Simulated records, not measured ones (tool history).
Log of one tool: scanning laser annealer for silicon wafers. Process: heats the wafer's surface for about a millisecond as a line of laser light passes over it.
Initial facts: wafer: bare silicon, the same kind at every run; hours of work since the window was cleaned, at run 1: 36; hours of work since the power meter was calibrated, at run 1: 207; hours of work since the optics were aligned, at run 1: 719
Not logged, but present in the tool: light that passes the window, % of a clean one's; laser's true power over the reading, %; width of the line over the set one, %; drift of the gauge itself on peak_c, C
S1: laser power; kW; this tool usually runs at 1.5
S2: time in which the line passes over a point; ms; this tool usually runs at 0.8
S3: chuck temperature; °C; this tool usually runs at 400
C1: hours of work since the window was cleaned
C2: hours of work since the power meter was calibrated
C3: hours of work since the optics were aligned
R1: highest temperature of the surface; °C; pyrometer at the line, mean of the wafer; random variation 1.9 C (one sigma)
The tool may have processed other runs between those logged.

run	hour	S1	S2	S3	C1	C2	C3	R1
1	0	1.5	0.8	400	36	207	719	1232
2	35.6	1.5	0.8	400	59	230	741	1237
3	85.7	1.5	0.8	400	91	261	773	1233
4	134.9	1.5	0.8	403	122	293	805	1234
5	176.2	1.5	0.57	400	149	319	831	1082
6	227.9	1.5	0.57	400	182	352	864	1078
7	272.1	1.5	0.57	400	210	380	892	1076
# hour 327.8: optics aligned, line set to its width
8	335.7	1.5	0.57	400	247	418	5	1083
9	387.1	1.5	0.57	400	280	450	38	1080
10	432.5	1.312	0.8	400	309	479	67	1115
11	479	1.5	0.8	422	338	509	96	1244
# hour 483.8: window over the wafer cleaned
12	538.4	1.5	0.8	435	35	546	133	1278
13	590.7	1.5	0.8	435	68	579	166	1271
14	618.9	1.5	0.8	400	86	597	184	1237
15	654.2	1.5	0.8	375	109	619	207	1212
16	703.1	1.5	0.8	375	140	651	238	1209
17	729.6	1.5	0.8	400	157	668	255	1232
18	772.1	1.5	0.8	400	184	695	282	1231
19	813.3	1.5	0.8	400	210	721	308	1226
20	849.1	1.5	0.8	400	233	744	331	1228
21	884.6	1.5	0.885	400	256	766	354	1276
22	937.4	1.44	0.8	374	289	800	387	1164
23	969.9	1.577	0.768	400	310	821	408	1248
# hour 1018.4: window over the wafer cleaned
24	1026.8	1.309	0.668	400	5	856	443	1052
25	1077.1	1.5	0.8	375	37	888	475	1214
26	1117.8	1.6	0.8	396	63	914	501	1291
27	1143.6	1.434	0.62	396	80	930	518	1082
28	1193.9	1.362	0.683	396	112	962	550	1080
29	1231.4	1.362	0.873	376	136	986	573	1162
30	1290.1	1.362	0.658	376	173	1024	611	1044
31	1322.4	1.362	0.658	376	194	1044	632	1046
32	1371.9	1.619	0.952	392	225	1076	663	1390
33	1399.8	1.5	0.8	412	243	1094	681	1237
34	1443.4	1.53	0.784	379	271	1121	709	1211
35	1491.6	1.53	0.87	379	302	1152	739	1262
36	1522.1	1.31	0.8	400	321	1172	759	1111
# hour 1552.5: window over the wafer cleaned
37	1575.7	1.31	0.8	400	15	1204	792	1125
38	1600.6	1.31	0.8	400	31	1220	808	1124
39	1625.5	1.31	0.8	400	47	1236	823	1127
40	1664.9	1.452	0.707	408	72	1261	849	1159
41	1697.3	1.342	0.671	431	92	1282	869	1100

4 ways to go on from here, each from the tool as it stands after run 41. What would each give?
A	1743.4	1.321	0.595	396	122	1311	899	?
B	1743.4	1.342	0.826	431	122	1311	899	?
C	1743.4	1.5	0.8	428	122	1311	899	?
D	1743.4	1.351	0.8	400	122	1311	899	?

run	R1
A	1006
B	1187
C	1264
D	1146
The same runs, with their run-to-run variation unchanged, on a tool lacking any hidden condition would have given:
run	R1
A	1012
B	1194
C	1272
D	1153

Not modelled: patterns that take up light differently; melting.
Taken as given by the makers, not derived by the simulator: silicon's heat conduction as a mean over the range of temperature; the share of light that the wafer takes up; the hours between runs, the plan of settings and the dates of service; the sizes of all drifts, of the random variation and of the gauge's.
